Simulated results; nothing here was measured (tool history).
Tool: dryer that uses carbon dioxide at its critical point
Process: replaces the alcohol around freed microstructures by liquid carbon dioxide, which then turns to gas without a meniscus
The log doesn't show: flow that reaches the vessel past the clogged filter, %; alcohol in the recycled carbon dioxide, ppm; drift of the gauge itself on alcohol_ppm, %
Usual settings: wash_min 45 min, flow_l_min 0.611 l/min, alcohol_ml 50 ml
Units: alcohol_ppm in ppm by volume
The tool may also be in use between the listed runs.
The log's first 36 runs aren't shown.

run,hour,wash_min,flow_l_min,alcohol_ml,hours of work since the filter was changed,hours of work since the purifier's bed was changed,alcohol_ppm
# hour 1879.7: purifier's bed changed
37,1901.6,45,0.704,53,86,17,39
38,1951.3,28,0.704,51,125,56,342
39,2013.6,28,0.704,51,174,105,370
40,2070.6,36,0.467,79,219,150,971
# hour 2120.9: inlet filter changed
41,2141.8,36,0.467,79,16,205,728
42,2181.3,36,0.467,79,48,236,772
43,2221.8,61,0.693,50,79,268,17
44,2275.0,61,0.693,50,121,310,25

3 ways to go on from here, each from the tool as it stands after run 44. What would each give?
A,2321.6,45,0.421,29,158,347,?
B,2321.6,61,0.693,46,158,347,?
C,2321.6,35,0.487,30,158,347,?

run,alcohol_ppm
A,241
B,19
C,342
Without the tool's hidden state the same runs would have given:
run,alcohol_ppm
A,174
B,0
C,256

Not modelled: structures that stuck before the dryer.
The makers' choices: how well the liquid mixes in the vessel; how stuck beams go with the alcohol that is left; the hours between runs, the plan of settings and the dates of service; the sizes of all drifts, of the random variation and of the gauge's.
